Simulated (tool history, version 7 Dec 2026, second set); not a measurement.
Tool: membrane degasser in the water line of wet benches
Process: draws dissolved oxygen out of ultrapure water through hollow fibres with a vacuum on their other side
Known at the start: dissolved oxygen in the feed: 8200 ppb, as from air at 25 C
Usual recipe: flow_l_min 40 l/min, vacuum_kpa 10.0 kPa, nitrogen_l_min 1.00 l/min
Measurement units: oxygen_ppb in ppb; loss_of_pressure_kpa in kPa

Run 1, hour 0.0: usual settings. Result: oxygen_ppb 609.4 ppb, loss_of_pressure_kpa 52.45 kPa.
Run 2, hour 98.4: usual settings. Result: oxygen_ppb 607.2 ppb, loss_of_pressure_kpa 52.28 kPa.
Run 3, hour 171.8: usual settings. Result: oxygen_ppb 610.6 ppb, loss_of_pressure_kpa 52.33 kPa.
Run 4, hour 238.0: usual settings but flow_l_min 30 l/min. Result: oxygen_ppb 467.0 ppb, loss_of_pressure_kpa 39.74 kPa.
Run 5, hour 282.1: usual settings but flow_l_min 30 l/min. Result: oxygen_ppb 471.6 ppb, loss_of_pressure_kpa 39.17 kPa.
At hour 308.7: seals of the vacuum lines changed.
At hour 357.3: vacuum gauge calibrated.
Run 6, hour 383.4: usual settings but flow_l_min 30 l/min. Result: oxygen_ppb 473.2 ppb, loss_of_pressure_kpa 39.73 kPa.
Run 7, hour 444.3: usual settings. Result: oxygen_ppb 610.3 ppb, loss_of_pressure_kpa 52.48 kPa.
Run 8, hour 508.7: usual settings but flow_l_min 26 l/min. Result: oxygen_ppb 414.0 ppb, loss_of_pressure_kpa 33.98 kPa.
Run 9, hour 568.7: usual settings but flow_l_min 26 l/min, vacuum_kpa 21.4 kPa. Result: oxygen_ppb 958.3 ppb, loss_of_pressure_kpa 33.91 kPa.
Run 10, hour 656.5: usual settings but flow_l_min 26 l/min, vacuum_kpa 21.4 kPa. Result: oxygen_ppb 945.9 ppb, loss_of_pressure_kpa 34.28 kPa.
Run 11, hour 727.9: usual settings but flow_l_min 26 l/min, vacuum_kpa 21.4 kPa. Result: oxygen_ppb 968.1 ppb, loss_of_pressure_kpa 33.98 kPa.
Run 12, hour 805.7: usual settings but flow_l_min 63 l/min, vacuum_kpa 8.4 kPa, nitrogen_l_min 0.40 l/min. Result: oxygen_ppb 1162.5 ppb, loss_of_pressure_kpa 83.37 kPa.
Run 13, hour 900.4: usual settings but flow_l_min 63 l/min, vacuum_kpa 8.4 kPa, nitrogen_l_min 0.40 l/min. Result: oxygen_ppb 1150.8 ppb, loss_of_pressure_kpa 83.11 kPa.
Run 14, hour 1005.9: usual settings but flow_l_min 64 l/min, vacuum_kpa 8.4 kPa, nitrogen_l_min 0.86 l/min. Result: oxygen_ppb 832.7 ppb, loss_of_pressure_kpa 84.57 kPa.
Run 15, hour 1053.7: usual settings but vacuum_kpa 17.3 kPa. Result: oxygen_ppb 1094.4 ppb, loss_of_pressure_kpa 52.46 kPa.
Run 16, hour 1137.7: usual settings but vacuum_kpa 18.5 kPa, nitrogen_l_min 1.56 l/min. Result: oxygen_ppb 864.9 ppb, loss_of_pressure_kpa 52.66 kPa.
Run 17, hour 1187.2: usual settings but vacuum_kpa 14.8 kPa, nitrogen_l_min 1.56 l/min. Result: oxygen_ppb 685.0 ppb, loss_of_pressure_kpa 52.94 kPa.
Run 18, hour 1258.9: usual settings but vacuum_kpa 14.8 kPa, nitrogen_l_min 1.56 l/min. Result: oxygen_ppb 686.7 ppb, loss_of_pressure_kpa 52.97 kPa.
Run 19, hour 1306.5: usual settings but flow_l_min 30 l/min, vacuum_kpa 20.9 kPa, nitrogen_l_min 1.87 l/min. Result: oxygen_ppb 657.1 ppb, loss_of_pressure_kpa 39.56 kPa.
Run 20, hour 1394.1: usual settings but flow_l_min 30 l/min, vacuum_kpa 20.9 kPa, nitrogen_l_min 1.87 l/min. Result: oxygen_ppb 645.4 ppb, loss_of_pressure_kpa 39.81 kPa.

Branching from run 20: 4 alternative next runs. What would each branch give?
Run A, hour 1447.5: usual settings but flow_l_min 50 l/min, nitrogen_l_min 1.29 l/min. Result: oxygen_ppb ?, loss_of_pressure_kpa ?.
Run B, hour 1447.5: usual settings but flow_l_min 30 l/min, vacuum_kpa 12.5 kPa, nitrogen_l_min 0.54 l/min. Result: oxygen_ppb ?, loss_of_pressure_kpa ?.
Run C, hour 1447.5: usual settings but flow_l_min 49 l/min, vacuum_kpa 7.3 kPa. Result: oxygen_ppb ?, loss_of_pressure_kpa ?.
Run D, hour 1447.5: usual settings but flow_l_min 47 l/min, nitrogen_l_min 0.46 l/min. Result: oxygen_ppb ?, loss_of_pressure_kpa ?.

run  oxygen_ppb  loss_of_pressure_kpa
  A       640.6                 66.10
  B       919.3                 39.66
  C       508.9                 65.18
  D      1075.9                 62.17
With no hidden state in the tool, these same runs would have given:
run  oxygen_ppb  loss_of_pressure_kpa
  A       640.5                 65.18
  B       919.3                 39.11
  C       508.8                 64.28
  D      1075.8                 61.31
